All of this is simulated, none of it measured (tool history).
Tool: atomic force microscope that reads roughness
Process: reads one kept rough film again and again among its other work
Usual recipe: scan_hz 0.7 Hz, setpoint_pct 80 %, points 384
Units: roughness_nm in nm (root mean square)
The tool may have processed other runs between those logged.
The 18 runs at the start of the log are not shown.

| run | hour | scan_hz | setpoint_pct | points | pictures with this tip | hours of work since the height scale was calibrated | roughness_nm |
|---|---|---|---|---|---|---|---|
| 19 | 434.9 | 1.317 | 69 | 487 | 125 | 27 | 0.4689 |
| 20 | 449.5 | 0.656 | 80 | 595 | 135 | 33 | 0.4729 |
| 21 | 462.1 | 0.539 | 65 | 582 | 144 | 38 | 0.4941 |
| 22 | 485.4 | 0.539 | 58 | 798 | 160 | 47 | 0.4976 |
| 23 | 502.2 | 0.617 | 73 | 384 | 171 | 54 | 0.4782 |
| 24 | 525.4 | 1.792 | 68 | 641 | 187 | 64 | 0.4595 |
| 25 | 541.4 | 0.7 | 86 | 275 | 199 | 70 | 0.4482 |
| 26 | 567.7 | 0.7 | 86 | 451 | 217 | 81 | 0.4541 |
| 27 | 584.5 | 0.595 | 60 | 569 | 228 | 88 | 0.4941 |
| 28 | 603.6 | 1.022 | 75 | 384 | 242 | 96 | 0.4596 |
| 29 | 626.2 | 1.022 | 75 | 384 | 257 | 105 | 0.4595 |
| 30 | 648.2 | 1.022 | 75 | 384 | 273 | 114 | 0.4584 |
| 31 | 662.2 | 0.7 | 80 | 506 | 282 | 119 | 0.4655 |
|  | 684 | new tip fitted |
| 32 | 684.2 | 2.88 | 61 | 280 | 0 | 128 | 0.4544 |

Below are 3 alternative next runs, each starting from the tool's condition after run 32. Predict each:
| A | 710.2 | 1.889 | 71 | 608 | 18 | 139 | ? |
| B | 710.2 | 0.768 | 63 | 288 | 18 | 139 | ? |
| C | 710.2 | 0.7 | 80 | 280 | 18 | 139 | ? |

| run | roughness_nm |
|---|---|
| A | 0.4574 |
| B | 0.4861 |
| C | 0.4658 |
Without the tool's unlogged condition, the same runs would have read:
| run | roughness_nm |
|---|---|
| A | 0.4578 |
| B | 0.4865 |
| C | 0.4662 |
